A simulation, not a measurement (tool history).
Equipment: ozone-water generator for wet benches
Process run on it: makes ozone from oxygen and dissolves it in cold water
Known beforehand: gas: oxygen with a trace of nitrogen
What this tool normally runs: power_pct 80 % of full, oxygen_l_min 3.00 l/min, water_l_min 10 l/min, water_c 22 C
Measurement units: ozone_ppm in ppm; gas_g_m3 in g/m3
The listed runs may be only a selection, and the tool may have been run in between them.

Run 1, day 0.000: usual settings. Result: ozone_ppm 15.1 ppm, gas_g_m3 171.8 g/m3.
Run 2, day 0.812: usual settings. Result: ozone_ppm 14.7 ppm, gas_g_m3 171.0 g/m3.
Run 3, day 2.054: usual settings but water_l_min 13 l/min. Result: ozone_ppm 11.5 ppm, gas_g_m3 169.4 g/m3.
Run 4, day 3.092: usual settings. Result: ozone_ppm 15.2 ppm, gas_g_m3 169.7 g/m3.
Run 5, day 4.288: usual settings. Result: ozone_ppm 14.7 ppm, gas_g_m3 170.8 g/m3.
Run 6, day 5.025: usual settings. Result: ozone_ppm 15.2 ppm, gas_g_m3 171.3 g/m3.
Run 7, day 6.050: usual settings. Result: ozone_ppm 15.1 ppm, gas_g_m3 171.2 g/m3.
Run 8, day 7.088: usual settings but water_c 27 C. Result: ozone_ppm 13.9 ppm, gas_g_m3 170.5 g/m3.
Run 9, day 7.742: usual settings but water_c 27 C. Result: ozone_ppm 13.7 ppm, gas_g_m3 172.6 g/m3.
Run 10, day 8.400: usual settings but water_c 27 C. Result: ozone_ppm 13.8 ppm, gas_g_m3 169.5 g/m3.
Run 11, day 9.129: usual settings but water_c 27 C. Result: ozone_ppm 13.7 ppm, gas_g_m3 173.5 g/m3.
Run 12, day 10.154: usual settings but water_c 29 C. Result: ozone_ppm 13.3 ppm, gas_g_m3 171.4 g/m3.
Run 13, day 11.175: usual settings. Result: ozone_ppm 15.0 ppm, gas_g_m3 172.1 g/m3.
Run 14, day 12.275: usual settings but power_pct 66 % of full. Result: ozone_ppm 13.3 ppm, gas_g_m3 153.9 g/m3.
Run 15, day 13.033: usual settings. Result: ozone_ppm 14.8 ppm, gas_g_m3 172.5 g/m3.
Run 16, day 14.146: usual settings but power_pct 78 % of full, oxygen_l_min 2.00 l/min. Result: ozone_ppm 14.2 ppm, gas_g_m3 203.4 g/m3.
Run 17, day 14.833: usual settings but power_pct 78 % of full, oxygen_l_min 2.00 l/min. Result: ozone_ppm 14.2 ppm, gas_g_m3 203.3 g/m3.
Run 18, day 16.312: usual settings but power_pct 43 % of full, oxygen_l_min 2.33 l/min. Result: ozone_ppm 10.5 ppm, gas_g_m3 136.2 g/m3.
Run 19, day 17.233: usual settings but power_pct 72 % of full, water_l_min 13 l/min, water_c 17 C. Result: ozone_ppm 11.7 ppm, gas_g_m3 163.3 g/m3.
Run 20, day 18.325: usual settings but power_pct 43 % of full, oxygen_l_min 4.21 l/min, water_l_min 14 l/min, water_c 18 C. Result: ozone_ppm 8.3 ppm, gas_g_m3 104.2 g/m3.
Run 21, day 19.650: usual settings but power_pct 53 % of full, water_l_min 7 l/min. Result: ozone_ppm 15.8 ppm, gas_g_m3 136.1 g/m3.
Run 22, day 20.567: usual settings but power_pct 51 % of full, water_l_min 7 l/min. Result: ozone_ppm 15.0 ppm, gas_g_m3 134.4 g/m3.
Run 23, day 21.946: usual settings but oxygen_l_min 3.56 l/min, water_l_min 14 l/min, water_c 18 C. Result: ozone_ppm 12.0 ppm, gas_g_m3 161.0 g/m3.
Run 24, day 23.246: usual settings but power_pct 100 % of full, oxygen_l_min 1.83 l/min, water_l_min 6 l/min, water_c 21 C. Result: ozone_ppm 25.7 ppm, gas_g_m3 244.4 g/m3.
Run 25, day 24.458: usual settings but power_pct 100 % of full, oxygen_l_min 1.83 l/min, water_l_min 6 l/min, water_c 21 C. Result: ozone_ppm 25.8 ppm, gas_g_m3 246.7 g/m3.
Run 26, day 25.379: usual settings but power_pct 99 % of full, oxygen_l_min 3.58 l/min. Result: ozone_ppm 16.9 ppm, gas_g_m3 181.3 g/m3.
Run 27, day 26.612: usual settings but power_pct 99 % of full, oxygen_l_min 3.58 l/min. Result: ozone_ppm 17.0 ppm, gas_g_m3 181.4 g/m3.
Run 28, day 27.988: usual settings but power_pct 99 % of full, oxygen_l_min 3.58 l/min. Result: ozone_ppm 16.8 ppm, gas_g_m3 183.2 g/m3.
Run 29, day 28.771: usual settings but power_pct 99 % of full, oxygen_l_min 3.58 l/min. Result: ozone_ppm 16.7 ppm, gas_g_m3 181.0 g/m3.

Below are 4 alternative next runs, each starting from the tool's condition after run 29. Predict each:
Run A, day 29.629: usual settings but power_pct 91 % of full, oxygen_l_min 3.16 l/min, water_l_min 11 l/min. Result: ozone_ppm ?, gas_g_m3 ?.
Run B, day 29.629: usual settings but oxygen_l_min 4.67 l/min, water_l_min 9 l/min. Result: ozone_ppm ?, gas_g_m3 ?.
Run C, day 29.629: usual settings but power_pct 89 % of full, oxygen_l_min 2.07 l/min, water_l_min 9 l/min. Result: ozone_ppm ?, gas_g_m3 ?.
Run D, day 29.629: usual settings but power_pct 74 % of full, oxygen_l_min 3.58 l/min, water_l_min 12 l/min. Result: ozone_ppm ?, gas_g_m3 ?.

run  ozone_ppm  gas_g_m3
  A       14.9     181.8
  B       16.0     142.9
  C       17.1     219.7
  D       12.4     154.9
Stripped of hidden state, with their random variation kept, the same runs would have yielded:
run  ozone_ppm  gas_g_m3
  A       14.9     177.4
  B       16.0     139.4
  C       17.1     214.3
  D       12.4     151.1
